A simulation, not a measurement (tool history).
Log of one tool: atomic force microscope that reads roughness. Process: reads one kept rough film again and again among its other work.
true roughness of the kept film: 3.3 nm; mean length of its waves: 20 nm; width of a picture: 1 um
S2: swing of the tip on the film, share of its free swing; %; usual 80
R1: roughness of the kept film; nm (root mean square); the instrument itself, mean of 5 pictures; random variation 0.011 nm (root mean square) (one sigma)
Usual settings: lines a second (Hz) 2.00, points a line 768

Run 1, hour 0.0: usual settings. Result: R1 2.258 nm (root mean square).
Run 2, hour 76.9: usual settings. Result: R1 2.026 nm (root mean square).
Run 3, hour 132.0: usual settings. Result: R1 1.889 nm (root mean square).
Run 4, hour 171.6: usual settings. Result: R1 2.319 nm (root mean square).
Run 5, hour 231.0: usual settings. Result: R1 2.186 nm (root mean square).
Run 6, hour 275.5: usual settings. Result: R1 2.038 nm (root mean square).
Run 7, hour 308.7: usual settings. Result: R1 1.972 nm (root mean square).
Run 8, hour 347.0: usual settings. Result: R1 2.376 nm (root mean square).
Run 9, hour 421.6: usual settings but lines a second (Hz) 1.45, points a line 469. Result: R1 2.206 nm (root mean square).
Run 10, hour 467.6: usual settings but lines a second (Hz) 1.45, points a line 469. Result: R1 2.067 nm (root mean square).
Run 11, hour 542.7: usual settings but lines a second (Hz) 1.25, points a line 883. Result: R1 2.439 nm (root mean square).
Run 12, hour 606.1: usual settings but lines a second (Hz) 1.25, S2 69 %, points a line 328. Result: R1 2.253 nm (root mean square).
Run 13, hour 652.0: usual settings but lines a second (Hz) 0.70, S2 57 %, points a line 328. Result: R1 2.197 nm (root mean square).
Run 14, hour 715.6: usual settings but S2 71 %, points a line 607. Result: R1 2.480 nm (root mean square).
Run 15, hour 766.0: usual settings but S2 71 %, points a line 607. Result: R1 2.321 nm (root mean square).
Run 16, hour 841.9: usual settings but S2 71 %, points a line 607. Result: R1 2.088 nm (root mean square).

Taken out of this log: 4 entries between the listed runs. Where each belongs, and how the hidden state differs across it:
Between runs 3 and 4: new tip fitted (hour 144.3)
  radius of the tip, nm: 15.9 -> 7; height scale over the true one, %: 0.82 -> 0.87
  measured less the result without the state, R1: -0.554 -> -0.106 nm (root mean square)
Between runs 7 and 8: new tip fitted (hour 323.7)
  radius of the tip, nm: 14.2 -> 6.3; height scale over the true one, %: 1.02 -> 1.06
  measured less the result without the state, R1: -0.483 -> -0.062 nm (root mean square)
Between runs 10 and 11: new tip fitted (hour 502.7)
  radius of the tip, nm: 13.4 -> 7.3; height scale over the true one, %: 1.2 -> 1.28
  measured less the result without the state, R1: -0.454 -> -0.126 nm (root mean square)
Between runs 13 and 14: new tip fitted (hour 686.0)
  radius of the tip, nm: 14.3 -> 6.8; height scale over the true one, %: 1.41 -> 1.47
  measured less the result without the state, R1: -0.531 -> -0.084 nm (root mean square)
